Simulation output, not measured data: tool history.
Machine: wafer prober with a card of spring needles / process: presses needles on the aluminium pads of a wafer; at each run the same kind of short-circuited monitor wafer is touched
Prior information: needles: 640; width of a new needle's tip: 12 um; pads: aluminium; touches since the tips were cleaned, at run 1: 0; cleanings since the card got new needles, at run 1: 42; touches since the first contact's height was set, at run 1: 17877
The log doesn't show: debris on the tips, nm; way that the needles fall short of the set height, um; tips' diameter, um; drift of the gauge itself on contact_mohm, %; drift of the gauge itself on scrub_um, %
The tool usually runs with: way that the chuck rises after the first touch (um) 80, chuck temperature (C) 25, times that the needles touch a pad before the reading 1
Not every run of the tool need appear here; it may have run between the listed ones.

run,hour,way that the chuck rises after the first touch (um),chuck temperature (C),times that the needles touch a pad before the reading,touches since the tips were cleaned,cleanings since the card got new needles,touches since the first contact's height was set,resistance of one needle with its contact and lead (mohm),way that a needle slides on the pad (um)
1,0,80,25,1,0,42,17877,251,9.73
# hour 10.6: tips cleaned on abrasive film
# hour 19.1: tips cleaned on abrasive film
# hour 27.7: tips cleaned on abrasive film
# hour 36.2: tips cleaned on abrasive film
# hour 44.7: tips cleaned on abrasive film
2,46.2,80,25,1,1051,47,50244,262,9.65
# hour 54.7: tips cleaned on abrasive film
# hour 63.2: tips cleaned on abrasive film
# hour 65.6: height of the first contact set anew
# hour 72.1: tips cleaned on abrasive film
# hour 80.6: tips cleaned on abrasive film
# hour 89.1: tips cleaned on abrasive film
# hour 97.6: tips cleaned on abrasive film
# hour 108.2: tips cleaned on abrasive film
# hour 116.8: tips cleaned on abrasive film
3,119.7,83,25,1,2078,55,37868,264,9.84
# hour 126.1: tips cleaned on abrasive film
# hour 134.6: tips cleaned on abrasive film
# hour 143.2: tips cleaned on abrasive film
# hour 151.7: tips cleaned on abrasive film
# hour 156.2: height of the first contact set anew
# hour 160.5: tips cleaned on abrasive film
# hour 169: tips cleaned on abrasive film
# hour 177.5: tips cleaned on abrasive film
# hour 186.1: tips cleaned on abrasive film
# hour 194.6: tips cleaned on abrasive film
# hour 203.1: tips cleaned on abrasive film
4,205.3,83,25,1,1522,65,34330,265,10.07
# hour 211.7: tips cleaned on abrasive film
# hour 220.2: tips cleaned on abrasive film
# hour 228.7: tips cleaned on abrasive film
# hour 237.2: tips cleaned on abrasive film
# hour 246: height of the first contact set anew
# hour 248.2: tips cleaned on abrasive film
# hour 256.7: tips cleaned on abrasive film
5,262.1,80,25,1,3823,71,11280,279,9.8
# hour 266.4: tips cleaned on abrasive film
# hour 274.9: tips cleaned on abrasive film
# hour 283.4: tips cleaned on abrasive film
# hour 292: tips cleaned on abrasive film
# hour 300.5: tips cleaned on abrasive film
# hour 309: tips cleaned on abrasive film
# hour 317.5: tips cleaned on abrasive film
# hour 326: tips cleaned on abrasive film
# hour 336.7: tips cleaned on abrasive film
# hour 337: height of the first contact set anew
6,337,80,25,1,8,80,8,252,9.76
# hour 347.5: tips cleaned on abrasive film
# hour 356: tips cleaned on abrasive film
# hour 364.5: tips cleaned on abrasive film
# hour 373: tips cleaned on abrasive film
# hour 381.5: tips cleaned on abrasive film
# hour 390.1: tips cleaned on abrasive film
# hour 398.6: tips cleaned on abrasive film
7,400.5,80,25,1,1373,87,44528,270,9.7
# hour 409: tips cleaned on abrasive film
# hour 419.7: tips cleaned on abrasive film
# hour 428.4: height of the first contact set anew
# hour 430.6: tips cleaned on abrasive film
# hour 439.1: tips cleaned on abrasive film
# hour 447.6: tips cleaned on abrasive film
8,453,80,25,3,3813,92,17235,261,9.75
# hour 457.3: tips cleaned on abrasive film
# hour 465.9: tips cleaned on abrasive film
# hour 474.4: tips cleaned on abrasive film
# hour 482.9: tips cleaned on abrasive film
# hour 491.4: tips cleaned on abrasive film
# hour 499.9: tips cleaned on abrasive film
# hour 508.5: tips cleaned on abrasive film
# hour 517: tips cleaned on abrasive film
# hour 519.4: height of the first contact set anew
# hour 525.8: tips cleaned on abrasive film
9,529.5,80,25,3,2588,101,7062,264,9.76
# hour 535.9: tips cleaned on abrasive film
# hour 544.4: tips cleaned on abrasive film
# hour 546.8: height of the first contact set anew, once more
# hour 553.2: tips cleaned on abrasive film
# hour 561.7: tips cleaned on abrasive film
# hour 570.3: tips cleaned on abrasive film
# hour 580.9: tips cleaned on abrasive film
# hour 591.5: tips cleaned on abrasive film
# hour 600: tips cleaned on abrasive film
# hour 610.7: tips cleaned on abrasive film
10,611.6,80,25,2,654,110,45392,256,9.66
# hour 620.1: tips cleaned on abrasive film
# hour 628.6: tips cleaned on abrasive film
# hour 637.1: tips cleaned on abrasive film
# hour 637.4: height of the first contact set anew
# hour 646: tips cleaned on abrasive film
# hour 654.5: tips cleaned on abrasive film
11,658.3,80,25,2,2687,115,14617,267,9.74
# hour 664.7: tips cleaned on abrasive film
# hour 675.3: tips cleaned on abrasive film
# hour 683.8: tips cleaned on abrasive film
# hour 692.4: tips cleaned on abrasive film
12,697.4,80,25,2,3598,119,42076,272,9.68
# hour 701.8: tips cleaned on abrasive film
# hour 710.3: tips cleaned on abrasive film
# hour 720.9: tips cleaned on abrasive film
# hour 727.5: height of the first contact set anew
# hour 731.8: tips cleaned on abrasive film
# hour 742.5: tips cleaned on abrasive film
# hour 751: tips cleaned on abrasive film
# hour 759.5: tips cleaned on abrasive film
13,765.7,80,79,2,4374,126,26743,288,9.72
# hour 770: tips cleaned on abrasive film
# hour 778.5: tips cleaned on abrasive film
# hour 787: tips cleaned on abrasive film
# hour 795.5: tips cleaned on abrasive film
# hour 804.1: tips cleaned on abrasive film
# hour 812.6: tips cleaned on abrasive film
# hour 819.2: height of the first contact set anew
# hour 821.4: tips cleaned on abrasive film
# hour 829.9: tips cleaned on abrasive film
# hour 838.5: tips cleaned on abrasive film
# hour 847: tips cleaned on abrasive film
14,848.5,80,79,1,1106,136,20492,284,9.72
# hour 857.1: tips cleaned on abrasive film
# hour 865.6: tips cleaned on abrasive film
# hour 874.1: tips cleaned on abrasive film
# hour 882.6: tips cleaned on abrasive film
15,884.9,80,62,1,1583,140,45935,277,9.66
# hour 891.3: tips cleaned on abrasive film
# hour 899.8: tips cleaned on abrasive film
# hour 908.3: tips cleaned on abrasive film
# hour 910.7: height of the first contact set anew
# hour 917.1: tips cleaned on abrasive film
# hour 925.6: tips cleaned on abrasive film
# hour 934.2: tips cleaned on abrasive film
# hour 944.8: tips cleaned on abrasive film
16,950.8,83,90,1,4233,147,28093,301,10.09
# hour 955.1: tips cleaned on abrasive film
# hour 963.6: tips cleaned on abrasive film
# hour 972.1: tips cleaned on abrasive film
# hour 980.6: tips cleaned on abrasive film
# hour 989.2: tips cleaned on abrasive film
# hour 997.7: tips cleaned on abrasive film
# hour 1002.2: height of the first contact set anew
# hour 1006.5: tips cleaned on abrasive film
17,1006.9,75,65,2,258,154,3240,269,9.15
# hour 1015.4: tips cleaned on abrasive film
# hour 1023.9: tips cleaned on abrasive film
# hour 1032.4: tips cleaned on abrasive film
# hour 1041: tips cleaned on abrasive film
# hour 1049.5: tips cleaned on abrasive film
# hour 1058: tips cleaned on abrasive film
# hour 1066.5: tips cleaned on abrasive film
# hour 1075: tips cleaned on abrasive film
# hour 1083.6: tips cleaned on abrasive film
18,1086.3,89,65,3,1969,163,58895,266,10.79
# hour 1092.8: tips cleaned on abrasive film
# hour 1093.1: height of the first contact set anew
# hour 1103.7: tips cleaned on abrasive film
# hour 1114.3: tips cleaned on abrasive film
# hour 1122.8: tips cleaned on abrasive film
# hour 1131.4: tips cleaned on abrasive film
19,1134.5,89,65,3,2217,168,29059,270,10.84
# hour 1140.9: tips cleaned on abrasive film
# hour 1149.4: tips cleaned on abrasive film
# hour 1157.9: tips cleaned on abrasive film
# hour 1166.5: tips cleaned on abrasive film
# hour 1175: tips cleaned on abrasive film
# hour 1183.5: tips cleaned on abrasive film
# hour 1183.8: height of the first contact set anew
20,1184.4,95,82,1,390,174,390,270,11.6

Below, some changes in resistance of one needle with its contact and lead (mohm) between adjacent runs. For each, the amount present without the hidden state too (settings, incoming material, random variation) and the amount remaining for the hidden state with gauge scatter not shared by both compared results:
Run 5 -> 6: tips cleaned on abrasive film, tips cleaned on abrasive film, tips cleaned on abrasive film, tips cleaned on abrasive film, tips cleaned on abrasive film, tips cleaned on abrasive film, tips cleaned on abrasive film, tips cleaned on abrasive film, tips cleaned on abrasive film, height of the first contact set anew. resistance of one needle with its contact and lead (mohm) -27: hidden state -25, all else -2.
Run 16 -> 17: way that the chuck rises after the first touch (um) 83 -> 75, chuck temperature (C) 90 -> 65, times that the needles touch a pad before the reading 1 -> 2, tips cleaned on abrasive film, tips cleaned on abrasive film, tips cleaned on abrasive film, tips cleaned on abrasive film, tips cleaned on abrasive film, tips cleaned on abrasive film, height of the first contact set anew, tips cleaned on abrasive film. resistance of one needle with its contact and lead (mohm) -32: hidden state -27, all else -5.
